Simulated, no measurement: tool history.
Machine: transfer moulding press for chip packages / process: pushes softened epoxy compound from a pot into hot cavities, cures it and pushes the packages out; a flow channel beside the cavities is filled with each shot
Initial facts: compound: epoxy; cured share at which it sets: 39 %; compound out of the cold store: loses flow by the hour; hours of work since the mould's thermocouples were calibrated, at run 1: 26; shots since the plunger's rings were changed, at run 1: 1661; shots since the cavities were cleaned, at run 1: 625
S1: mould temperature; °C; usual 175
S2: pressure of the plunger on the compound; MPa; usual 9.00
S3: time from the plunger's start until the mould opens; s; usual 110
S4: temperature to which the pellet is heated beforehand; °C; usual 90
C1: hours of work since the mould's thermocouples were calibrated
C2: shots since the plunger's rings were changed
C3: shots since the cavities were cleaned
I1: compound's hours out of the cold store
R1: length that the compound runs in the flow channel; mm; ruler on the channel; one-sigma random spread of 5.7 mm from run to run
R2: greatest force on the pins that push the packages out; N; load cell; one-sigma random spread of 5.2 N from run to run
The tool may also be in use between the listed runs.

run,hour,S1,S2,S3,S4,C1,C2,C3,I1,R1,R2
1,0.0,175,9.00,110,90,26,1661,625,29.7,591,231
2,13.8,175,9.00,110,90,33,1775,739,14.9,642,244
3,21.5,175,9.00,110,90,37,1840,804,17.7,632,235
4,38.0,175,9.00,110,90,45,1977,941,42.4,562,238
# hour 55.1: cavities cleaned with cleaning compound and waxed
5,55.3,175,9.00,110,90,53,2108,2,21.0,623,166
6,73.3,175,9.00,110,100,62,2258,152,13.2,638,191
7,83.5,175,9.00,110,90,68,2342,236,9.1,659,204
8,92.1,175,9.00,110,90,72,2414,308,30.2,603,207
9,109.4,177,9.00,110,90,81,2557,451,40.0,557,219
10,120.6,177,9.00,110,90,86,2650,544,18.4,613,223
11,128.7,177,9.00,110,90,91,2717,611,38.5,556,225
12,143.0,177,9.00,110,90,98,2836,730,47.8,531,237
13,154.9,175,9.00,110,87,104,2934,828,23.0,611,249
14,163.3,175,10.32,148,88,108,3004,898,13.7,689,233

Estimate the outcome of run 15 from the log above:
15,181.8,175,8.86,148,87,118,3158,1052,38.2,?,?

R1: 557 mm
R2: 234 N
With no hidden state in the tool, this same run would have given R1 581 mm, R2 157 N.

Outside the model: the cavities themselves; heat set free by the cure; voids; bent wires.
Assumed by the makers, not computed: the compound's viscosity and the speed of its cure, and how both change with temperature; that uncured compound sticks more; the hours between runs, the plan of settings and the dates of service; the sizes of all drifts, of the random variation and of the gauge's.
